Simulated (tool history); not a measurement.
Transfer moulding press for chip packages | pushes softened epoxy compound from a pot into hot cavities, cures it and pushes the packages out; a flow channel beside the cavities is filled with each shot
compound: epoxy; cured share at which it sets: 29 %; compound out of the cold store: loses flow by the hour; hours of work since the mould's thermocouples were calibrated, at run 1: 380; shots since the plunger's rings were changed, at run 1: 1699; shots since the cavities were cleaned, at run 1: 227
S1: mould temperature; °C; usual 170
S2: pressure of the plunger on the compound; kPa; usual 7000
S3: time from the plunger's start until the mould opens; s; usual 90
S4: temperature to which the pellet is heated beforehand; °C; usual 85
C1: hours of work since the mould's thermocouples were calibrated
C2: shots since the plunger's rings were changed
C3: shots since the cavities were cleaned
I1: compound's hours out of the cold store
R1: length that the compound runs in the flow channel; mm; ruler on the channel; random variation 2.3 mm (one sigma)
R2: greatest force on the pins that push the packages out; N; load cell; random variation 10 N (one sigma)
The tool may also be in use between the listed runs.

Run 1, hour 0.0: usual settings; C1 380; C2 1699; C3 227; I1 30.3. Result: R1 694 mm, R2 677 N.
Run 2, hour 28.6: usual settings but S4 82 °C; C1 394; C2 1973; C3 501; I1 26.5. Result: R1 709 mm, R2 824 N.
At hour 40.2: cavities cleaned with cleaning compound and waxed.
Run 3, hour 54.4: usual settings but S4 82 °C; C1 406; C2 2207; C3 136; I1 12.3. Result: R1 761 mm, R2 645 N.
At hour 70.4: mould's thermocouples calibrated.
Run 4, hour 83.7: usual settings but S4 82 °C; C1 6; C2 2469; C3 398; I1 9.9. Result: R1 773 mm, R2 798 N.
At hour 105.4: cavities cleaned with cleaning compound and waxed.
Run 5, hour 105.5: usual settings; C1 16; C2 2665; C3 1; I1 43.2. Result: R1 633 mm, R2 504 N.
At hour 115.0: plunger's sealing rings changed.
At hour 130.9: mould's thermocouples calibrated, once more.
Run 6, hour 146.5: usual settings; C1 8; C2 284; C3 352; I1 13.2. Result: R1 779 mm, R2 748 N.
At hour 173.7: cavities cleaned with cleaning compound and waxed.
Run 7, hour 186.4: usual settings but S4 86 °C; C1 26; C2 653; C3 122; I1 18.3. Result: R1 749 mm, R2 607 N.
Run 8, hour 216.6: usual settings but S4 86 °C; C1 41; C2 944; C3 413; I1 19.5. Result: R1 745 mm, R2 770 N.
At hour 237.6: cavities cleaned with cleaning compound and waxed.
Run 9, hour 237.6: usual settings; C1 51; C2 1131; C3 0; I1 23.2. Result: R1 726 mm, R2 473 N.
Run 10, hour 276.8: usual settings but S2 8660 kPa; C1 70; C2 1508; C3 377; I1 9.4. Result: R1 874 mm, R2 784 N.
At hour 300.5: cavities cleaned with cleaning compound and waxed.
Run 11, hour 304.5: usual settings but S2 7240 kPa; C1 82; C2 1760; C3 39; I1 8.9. Result: R1 795 mm, R2 538 N.
Run 12, hour 334.3: usual settings but S2 7240 kPa; C1 97; C2 2046; C3 325; I1 36.4. Result: R1 672 mm, R2 741 N.
Run 13, hour 356.9: usual settings but S2 7240 kPa; C1 108; C2 2264; C3 543; I1 16.7. Result: R1 754 mm, R2 860 N.
At hour 363.4: cavities cleaned with cleaning compound and waxed.
Run 14, hour 382.2: usual settings but S2 7240 kPa; C1 120; C2 2493; C3 182; I1 35.2. Result: R1 674 mm, R2 650 N.
Run 15, hour 402.7: usual settings but S2 7240 kPa, S3 75 s; C1 130; C2 2690; C3 379; I1 37.5. Result: R1 663 mm, R2 916 N.
At hour 408.2: plunger's sealing rings changed.
Run 16, hour 426.4: usual settings but S4 90 °C; C1 140; C2 175; C3 582; I1 30.5. Result: R1 708 mm, R2 830 N.
At hour 431.3: cavities cleaned with cleaning compound and waxed.
Run 17, hour 455.3: usual settings but S4 90 °C; C1 153; C2 439; C3 231; I1 44.5. Result: R1 650 mm, R2 653 N.
Run 18, hour 481.3: usual settings but S2 6070 kPa, S3 75 s, S4 78 °C; C1 166; C2 688; C3 480; I1 47.9. Result: R1 593 mm, R2 995 N.

Forecast run 19:
At hour 496.7: cavities cleaned with cleaning compound and waxed.
Run 19, hour 513.3: usual settings but S2 6070 kPa, S3 75 s, S4 78 °C; C1 181; C2 982; C3 160; I1 33.0. Result: R1 ?, R2 ?.

Run 19 gave R1 642 mm, R2 793 N.
Without the tool's hidden state the same run would have given R1 650 mm, R2 588 N.

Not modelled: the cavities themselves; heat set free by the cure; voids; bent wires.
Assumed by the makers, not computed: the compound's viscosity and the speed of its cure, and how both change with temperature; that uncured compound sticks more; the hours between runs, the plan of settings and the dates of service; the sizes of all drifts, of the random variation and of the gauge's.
